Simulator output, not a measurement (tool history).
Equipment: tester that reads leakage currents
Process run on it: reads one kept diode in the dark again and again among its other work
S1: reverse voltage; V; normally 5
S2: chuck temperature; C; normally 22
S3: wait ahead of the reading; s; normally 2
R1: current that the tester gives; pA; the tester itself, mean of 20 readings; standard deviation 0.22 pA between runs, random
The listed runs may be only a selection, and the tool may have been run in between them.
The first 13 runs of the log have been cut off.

{"hour": 752.6, "done": "chuck's temperature calibrated"}
{"run": 14, "hour": 772.3, "S1": 5, "S2": 22, "S3": 2, "R1": 76.54}
{"run": 15, "hour": 861.4, "S1": 5, "S2": 22, "S3": 2, "R1": 76.89}
{"run": 16, "hour": 908.9, "S1": 5, "S2": 22, "S3": 2, "R1": 77.25}
{"run": 17, "hour": 991.3, "S1": 3.24, "S2": 22, "S3": 2, "R1": 61.54}
{"run": 18, "hour": 1031.6, "S1": 5, "S2": 22, "S3": 2, "R1": 78.39}
{"run": 19, "hour": 1082.8, "S1": 5, "S2": 22, "S3": 2, "R1": 78.63}
{"run": 20, "hour": 1153.8, "S1": 5, "S2": 22, "S3": 2, "R1": 79.63}
{"run": 21, "hour": 1245.0, "S1": 1.13, "S2": 22, "S3": 2, "R1": 35.07}
{"run": 22, "hour": 1320.8, "S1": 1.97, "S2": 48, "S3": 1.34, "R1": 343.94}
{"run": 23, "hour": 1410.9, "S1": 6.96, "S2": 28, "S3": 1.34, "R1": 156.64}
{"run": 24, "hour": 1475.9, "S1": 2.64, "S2": 22, "S3": 3.5, "R1": 57.74}
{"run": 25, "hour": 1529.1, "S1": 2.64, "S2": 32, "S3": 4.47, "R1": 126.33}
{"hour": 1538.5, "done": "tester calibrated"}
{"run": 26, "hour": 1588.5, "S1": 2.64, "S2": 29, "S3": 3.4, "R1": 101.11}
{"run": 27, "hour": 1669.2, "S1": 2.64, "S2": 29, "S3": 3.4, "R1": 101.43}
{"run": 28, "hour": 1712.7, "S1": 2.64, "S2": 29, "S3": 3.4, "R1": 101.88}
{"run": 29, "hour": 1769.5, "S1": 2.39, "S2": 58, "S3": 2, "R1": 785.12}
{"run": 30, "hour": 1860.9, "S1": 2.39, "S2": 58, "S3": 2, "R1": 791.37}
{"hour": 1874.4, "done": "tester calibrated, once more"}
{"run": 31, "hour": 1934.0, "S1": 2.23, "S2": 30, "S3": 2, "R1": 101.44}
{"run": 32, "hour": 1983.6, "S1": 18.45, "S2": 30, "S3": 1.57, "R1": 328.75}
{"run": 33, "hour": 2062.7, "S1": 10.07, "S2": 40, "S3": 3.45, "R1": 491.17}
{"run": 34, "hour": 2123.1, "S1": 10.07, "S2": 40, "S3": 3.45, "R1": 490.77}
{"run": 35, "hour": 2166.0, "S1": 2.74, "S2": 48, "S3": 9.45, "R1": 432.19}
{"run": 36, "hour": 2241.3, "S1": 11.35, "S2": 37, "S3": 0.81, "R1": 430.15}

Expected results for the next run?
{"run": 37, "hour": 2327.5, "S1": 11.35, "S2": 35, "S3": 1.43, "R1": "?"}

Run 37 produced R1 373.19 pA.
Were there no unlogged condition in the tool, this run, its random variation unchanged, would have produced R1 309.02 pA.
